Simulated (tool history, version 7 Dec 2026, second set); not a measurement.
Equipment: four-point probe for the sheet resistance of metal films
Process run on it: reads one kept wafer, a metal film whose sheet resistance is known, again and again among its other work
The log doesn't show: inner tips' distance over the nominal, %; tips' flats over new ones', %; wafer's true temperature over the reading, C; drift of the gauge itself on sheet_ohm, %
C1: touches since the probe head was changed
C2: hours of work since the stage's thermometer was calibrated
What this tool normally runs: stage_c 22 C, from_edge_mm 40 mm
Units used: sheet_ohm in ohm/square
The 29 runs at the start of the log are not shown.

run 30 hour=721 | stage_c=34 from_edge_mm=40 | C1=33819 C2=1462 | sheet_ohm=0.198308
-- hour=737.1 stage's thermometer calibrated
run 31 hour=741 | stage_c=34 from_edge_mm=25 | C1=34338 C2=3 | sheet_ohm=0.198286
run 32 hour=760.3 | stage_c=22 from_edge_mm=10 | C1=34852 C2=16 | sheet_ohm=0.197535
run 33 hour=786.9 | stage_c=22 from_edge_mm=10 | C1=35561 C2=35 | sheet_ohm=0.197553
run 34 hour=804.5 | stage_c=21 from_edge_mm=30 | C1=36028 C2=47 | sheet_ohm=0.196491
run 35 hour=822.4 | stage_c=21 from_edge_mm=30 | C1=36507 C2=59 | sheet_ohm=0.196564
run 36 hour=858.4 | stage_c=21 from_edge_mm=30 | C1=37464 C2=84 | sheet_ohm=0.196475
run 37 hour=892.3 | stage_c=21 from_edge_mm=30 | C1=38366 C2=108 | sheet_ohm=0.196562
run 38 hour=920.9 | stage_c=35 from_edge_mm=5 | C1=39128 C2=128 | sheet_ohm=0.20245
run 39 hour=938.6 | stage_c=19 from_edge_mm=19 | C1=39600 C2=140 | sheet_ohm=0.196505
run 40 hour=964.2 | stage_c=22 from_edge_mm=7 | C1=40281 C2=158 | sheet_ohm=0.198705
run 41 hour=988.5 | stage_c=29 from_edge_mm=16 | C1=40930 C2=175 | sheet_ohm=0.198051
run 42 hour=1024 | stage_c=29 from_edge_mm=16 | C1=41873 C2=199 | sheet_ohm=0.197985
run 43 hour=1054.9 | stage_c=33 from_edge_mm=4 | C1=42696 C2=221 | sheet_ohm=0.204667
run 44 hour=1084.8 | stage_c=20 from_edge_mm=36 | C1=43492 C2=242 | sheet_ohm=0.196434
run 45 hour=1108.4 | stage_c=20 from_edge_mm=48 | C1=44122 C2=258 | sheet_ohm=0.196466

4 ways to go on from here, each from the tool as it stands after run 45. What would each give?
run A hour=1134 | stage_c=35 from_edge_mm=5 | C1=44802 C2=276 | sheet_ohm=?
run B hour=1134 | stage_c=23 from_edge_mm=4 | C1=44802 C2=276 | sheet_ohm=?
run C hour=1134 | stage_c=27 from_edge_mm=14 | C1=44802 C2=276 | sheet_ohm=?
run D hour=1134 | stage_c=19 from_edge_mm=23 | C1=44802 C2=276 | sheet_ohm=?

run=A sheet_ohm=0.202677
run=B sheet_ohm=0.203232
run=C sheet_ohm=0.197952
run=D sheet_ohm=0.196554
With no hidden state in the tool, these same runs would have given:
run=A sheet_ohm=0.202249
run=B sheet_ohm=0.2028
run=C sheet_ohm=0.197532
run=D sheet_ohm=0.196134

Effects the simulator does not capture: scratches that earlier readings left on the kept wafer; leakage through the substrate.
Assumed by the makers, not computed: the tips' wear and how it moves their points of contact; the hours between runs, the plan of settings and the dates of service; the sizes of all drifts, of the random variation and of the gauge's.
